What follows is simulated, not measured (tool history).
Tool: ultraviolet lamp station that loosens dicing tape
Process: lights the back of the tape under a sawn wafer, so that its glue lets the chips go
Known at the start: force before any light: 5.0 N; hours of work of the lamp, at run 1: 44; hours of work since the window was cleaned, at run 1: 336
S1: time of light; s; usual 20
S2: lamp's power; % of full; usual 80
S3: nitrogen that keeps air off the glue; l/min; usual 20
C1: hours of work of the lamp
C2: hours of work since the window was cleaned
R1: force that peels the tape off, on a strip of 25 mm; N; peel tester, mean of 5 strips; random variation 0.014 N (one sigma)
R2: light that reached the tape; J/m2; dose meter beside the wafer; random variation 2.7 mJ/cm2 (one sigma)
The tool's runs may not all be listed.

run	hour	S1	S2	S3	C1	C2	R1	R2
1	0	20	80	20	44	336	0.752	3220
2	66.2	20	65	20	91	384	1.093	2550
3	132.1	20	65	20	138	431	1.172	2500
4	193.8	20	80	20	182	475	0.878	2980
# hour 251.7: window cleaned of glue's vapour
5	263.7	20	80	20	231	9	0.949	2760
6	351.1	20	80	20	294	71	1.011	2660
7	391.5	20	80	20	322	100	1.032	2590
8	443.7	20	80	17	360	137	1.187	2500
9	520.5	20	80	11	414	192	1.452	2460
# hour 605: window cleaned of glue's vapour, once more
10	605	20	80	11	474	0	1.176	3020
11	675.7	20	80	11	525	50	1.236	2890
12	733.7	28	80	9	566	92	0.93	3960
13	783.6	11	65	13	602	127	2.604	1240
14	825.4	36	75	10	631	157	0.703	4570
15	863.8	36	75	10	659	184	0.705	4490
16	935.4	36	75	10	710	236	0.779	4330
17	993	13	80	27	751	277	1.68	1590
18	1046.3	18	80	26	789	315	1.153	2200
19	1090.8	10	69	20	821	346	2.586	1050

Measured less the same run without the tool's hidden state. The same run-to-run variation is in both; the gauge's scatter may not be:
The hidden state here: lamp's light, % of a new lamp's; light that the window lets through, % of a clean one's; drift of the gauge itself on peel_n, %; drift of the gauge itself on dose_mj_cm2, %.
run	R1	R2
1	+0.124	-390
2	+0.2	-390
3	+0.252	-460
4	+0.235	-640
5	+0.316	-830
6	+0.373	-930
7	+0.398	-990
8	+0.476	-1050
9	+0.569	-1160
10	+0.255	-590
11	+0.309	-680
12	+0.286	-1060
13	+0.447	-370
14	+0.259	-1500
15	+0.273	-1580
16	+0.324	-1730
17	+0.598	-710
18	+0.506	-1040
19	+0.692	-530

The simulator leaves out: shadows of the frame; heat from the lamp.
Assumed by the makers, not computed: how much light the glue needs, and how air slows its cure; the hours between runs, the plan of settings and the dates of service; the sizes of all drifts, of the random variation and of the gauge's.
